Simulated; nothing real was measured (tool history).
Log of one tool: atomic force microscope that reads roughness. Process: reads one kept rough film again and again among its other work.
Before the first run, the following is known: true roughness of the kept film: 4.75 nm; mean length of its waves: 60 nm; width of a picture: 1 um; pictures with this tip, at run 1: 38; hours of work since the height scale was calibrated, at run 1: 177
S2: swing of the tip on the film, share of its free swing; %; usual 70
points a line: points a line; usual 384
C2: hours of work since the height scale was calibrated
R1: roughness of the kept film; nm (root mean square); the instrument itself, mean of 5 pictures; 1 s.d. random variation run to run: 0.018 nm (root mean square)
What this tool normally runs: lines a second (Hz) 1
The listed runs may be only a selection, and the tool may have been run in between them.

run 1 hour=0 | lines_a_second_(Hz)=1 S2=70 points_a_line=384 | pictures_with_this_tip=38 C2=177 | R1=4.228
run 2 hour=24.9 | lines_a_second_(Hz)=1 S2=70 points_a_line=384 | pictures_with_this_tip=71 C2=189 | R1=4.157
run 3 hour=49.9 | lines_a_second_(Hz)=1 S2=70 points_a_line=384 | pictures_with_this_tip=103 C2=202 | R1=4.054
run 4 hour=69.7 | lines_a_second_(Hz)=1 S2=70 points_a_line=384 | pictures_with_this_tip=129 C2=212 | R1=4.003
-- hour=72.9 new tip fitted
run 5 hour=93.6 | lines_a_second_(Hz)=1 S2=70 points_a_line=384 | pictures_with_this_tip=27 C2=223 | R1=4.309
run 6 hour=129.1 | lines_a_second_(Hz)=1 S2=70 points_a_line=384 | pictures_with_this_tip=73 C2=241 | R1=4.179
run 7 hour=146.6 | lines_a_second_(Hz)=1 S2=70 points_a_line=384 | pictures_with_this_tip=95 C2=250 | R1=4.103
-- hour=174 new tip fitted
run 8 hour=183.8 | lines_a_second_(Hz)=1 S2=70 points_a_line=384 | pictures_with_this_tip=13 C2=268 | R1=4.345
run 9 hour=216.1 | lines_a_second_(Hz)=1 S2=70 points_a_line=384 | pictures_with_this_tip=55 C2=284 | R1=4.209
run 10 hour=232.7 | lines_a_second_(Hz)=1 S2=70 points_a_line=815 | pictures_with_this_tip=76 C2=292 | R1=4.19
run 11 hour=252.2 | lines_a_second_(Hz)=1 S2=70 points_a_line=815 | pictures_with_this_tip=101 C2=302 | R1=4.105
-- hour=275.4 new tip fitted
run 12 hour=279.7 | lines_a_second_(Hz)=0.95 S2=70 points_a_line=384 | pictures_with_this_tip=5 C2=315 | R1=4.362
run 13 hour=297.3 | lines_a_second_(Hz)=0.95 S2=70 points_a_line=384 | pictures_with_this_tip=28 C2=324 | R1=4.319
run 14 hour=332.6 | lines_a_second_(Hz)=1 S2=70 points_a_line=411 | pictures_with_this_tip=74 C2=342 | R1=4.159
run 15 hour=354.2 | lines_a_second_(Hz)=1 S2=70 points_a_line=411 | pictures_with_this_tip=101 C2=352 | R1=4.131
run 16 hour=373.3 | lines_a_second_(Hz)=1 S2=70 points_a_line=411 | pictures_with_this_tip=126 C2=362 | R1=4.04
-- hour=376.7 new tip fitted
run 17 hour=407.4 | lines_a_second_(Hz)=1 S2=70 points_a_line=411 | pictures_with_this_tip=40 C2=379 | R1=4.284
run 18 hour=445.6 | lines_a_second_(Hz)=1 S2=70 points_a_line=411 | pictures_with_this_tip=89 C2=398 | R1=4.127
run 19 hour=476.1 | lines_a_second_(Hz)=2.12 S2=70 points_a_line=384 | pictures_with_this_tip=129 C2=413 | R1=3.812
-- hour=478.2 new tip fitted
run 20 hour=503.5 | lines_a_second_(Hz)=1 S2=70 points_a_line=384 | pictures_with_this_tip=32 C2=426 | R1=4.296
run 21 hour=522.1 | lines_a_second_(Hz)=1 S2=70 points_a_line=384 | pictures_with_this_tip=56 C2=436 | R1=4.198
run 22 hour=551.6 | lines_a_second_(Hz)=1 S2=70 points_a_line=558 | pictures_with_this_tip=94 C2=450 | R1=4.142
-- hour=580.3 new tip fitted
run 23 hour=585.6 | lines_a_second_(Hz)=1 S2=70 points_a_line=558 | pictures_with_this_tip=7 C2=467 | R1=4.387
run 24 hour=620.6 | lines_a_second_(Hz)=1 S2=70 points_a_line=558 | pictures_with_this_tip=52 C2=484 | R1=4.265
run 25 hour=639.1 | lines_a_second_(Hz)=1 S2=70 points_a_line=384 | pictures_with_this_tip=76 C2=494 | R1=4.202
run 26 hour=660.2 | lines_a_second_(Hz)=1 S2=70 points_a_line=384 | pictures_with_this_tip=103 C2=504 | R1=4.12
-- hour=681.2 new tip fitted
run 27 hour=697.2 | lines_a_second_(Hz)=0.53 S2=70 points_a_line=1010 | pictures_with_this_tip=20 C2=522 | R1=4.445
run 28 hour=722.4 | lines_a_second_(Hz)=0.53 S2=70 points_a_line=1010 | pictures_with_this_tip=53 C2=535 | R1=4.352
run 29 hour=748.3 | lines_a_second_(Hz)=0.53 S2=70 points_a_line=1010 | pictures_with_this_tip=86 C2=548 | R1=4.253
run 30 hour=772.9 | lines_a_second_(Hz)=0.53 S2=66 points_a_line=1010 | pictures_with_this_tip=118 C2=560 | R1=4.181
-- hour=784.7 new tip fitted
run 31 hour=811.7 | lines_a_second_(Hz)=1 S2=61 points_a_line=640 | pictures_with_this_tip=35 C2=579 | R1=4.401
run 32 hour=846.7 | lines_a_second_(Hz)=1.32 S2=61 points_a_line=384 | pictures_with_this_tip=80 C2=596 | R1=4.23
run 33 hour=864.6 | lines_a_second_(Hz)=1.32 S2=56 points_a_line=519 | pictures_with_this_tip=103 C2=605 | R1=4.209
run 34 hour=882.1 | lines_a_second_(Hz)=1.32 S2=56 points_a_line=519 | pictures_with_this_tip=126 C2=614 | R1=4.164
-- hour=887.3 new tip fitted
run 35 hour=920.8 | lines_a_second_(Hz)=1 S2=63 points_a_line=327 | pictures_with_this_tip=43 C2=633 | R1=4.341
run 36 hour=947.6 | lines_a_second_(Hz)=1 S2=63 points_a_line=327 | pictures_with_this_tip=78 C2=646 | R1=4.261
run 37 hour=973 | lines_a_second_(Hz)=1 S2=63 points_a_line=327 | pictures_with_this_tip=111 C2=659 | R1=4.157
-- hour=990.3 new tip fitted
run 38 hour=1005.8 | lines_a_second_(Hz)=1 S2=63 points_a_line=327 | pictures_with_this_tip=21 C2=675 | R1=4.412
run 39 hour=1041.1 | lines_a_second_(Hz)=1.52 S2=58 points_a_line=366 | pictures_with_this_tip=66 C2=693 | R1=4.257
run 40 hour=1058.7 | lines_a_second_(Hz)=1.52 S2=58 points_a_line=366 | pictures_with_this_tip=89 C2=701 | R1=4.204
run 41 hour=1076.3 | lines_a_second_(Hz)=1 S2=83 points_a_line=384 | pictures_with_this_tip=112 C2=710 | R1=3.917
-- hour=1092.2 new tip fitted
run 42 hour=1105.6 | lines_a_second_(Hz)=0.87 S2=88 points_a_line=390 | pictures_with_this_tip=17 C2=725 | R1=4.1
run 43 hour=1139.8 | lines_a_second_(Hz)=0.87 S2=88 points_a_line=390 | pictures_with_this_tip=61 C2=742 | R1=4.029
run 44 hour=1159.7 | lines_a_second_(Hz)=1 S2=70 points_a_line=623 | pictures_with_this_tip=87 C2=752 | R1=4.181
run 45 hour=1187.8 | lines_a_second_(Hz)=1.01 S2=58 points_a_line=581 | pictures_with_this_tip=123 C2=766 | R1=4.178
-- hour=1193.1 new tip fitted
run 46 hour=1210.7 | lines_a_second_(Hz)=0.74 S2=70 points_a_line=740 | pictures_with_this_tip=22 C2=777 | R1=4.437
run 47 hour=1227.1 | lines_a_second_(Hz)=1.23 S2=73 points_a_line=529 | pictures_with_this_tip=43 C2=785 | R1=4.234
run 48 hour=1258 | lines_a_second_(Hz)=2.51 S2=76 points_a_line=568 | pictures_with_this_tip=83 C2=800 | R1=3.704
run 49 hour=1284 | lines_a_second_(Hz)=1 S2=70 points_a_line=426 | pictures_with_this_tip=117 C2=813 | R1=4.089
-- hour=1295.2 new tip fitted
run 50 hour=1303.3 | lines_a_second_(Hz)=2.36 S2=90 points_a_line=426 | pictures_with_this_tip=10 C2=823 | R1=3.426
run 51 hour=1333.8 | lines_a_second_(Hz)=1.86 S2=57 points_a_line=417 | pictures_with_this_tip=50 C2=838 | R1=4.295

Below, each run's measurement less what the same run would have read without the hidden state. Both values contain the same run-to-run variation, but the gauge's scatter may not be the same in both:
Hidden conditions of the tool in this case: radius of the tip, nm; height scale over the true one, %; drift of the gauge itself on roughness_nm, %.
run=1 R1=-0.136
run=2 R1=-0.221
run=3 R1=-0.312
run=4 R1=-0.377
run=5 R1=-0.081
run=6 R1=-0.205
run=7 R1=-0.271
run=8 R1=-0.042
run=9 R1=-0.158
run=10 R1=-0.225
run=11 R1=-0.285
run=12 R1=-0.011
run=13 R1=-0.083
run=14 R1=-0.21
run=15 R1=-0.286
run=16 R1=-0.345
run=17 R1=-0.115
run=18 R1=-0.255
run=19 R1=-0.341
run=20 R1=-0.089
run=21 R1=-0.161
run=22 R1=-0.268
run=23 R1=-0.01
run=24 R1=-0.126
run=25 R1=-0.197
run=26 R1=-0.266
run=27 R1=-0.049
run=28 R1=-0.139
run=29 R1=-0.23
run=30 R1=-0.325
run=31 R1=-0.087
run=32 R1=-0.211
run=33 R1=-0.28
run=34 R1=-0.356
run=35 R1=-0.121
run=36 R1=-0.215
run=37 R1=-0.291
run=38 R1=-0.049
run=39 R1=-0.181
run=40 R1=-0.245
run=41 R1=-0.287
run=42 R1=-0.032
run=43 R1=-0.154
run=44 R1=-0.231
run=45 R1=-0.329
run=46 R1=-0.045
run=47 R1=-0.107
run=48 R1=-0.189
run=49 R1=-0.312
run=50 R1=-0.007
run=51 R1=-0.119

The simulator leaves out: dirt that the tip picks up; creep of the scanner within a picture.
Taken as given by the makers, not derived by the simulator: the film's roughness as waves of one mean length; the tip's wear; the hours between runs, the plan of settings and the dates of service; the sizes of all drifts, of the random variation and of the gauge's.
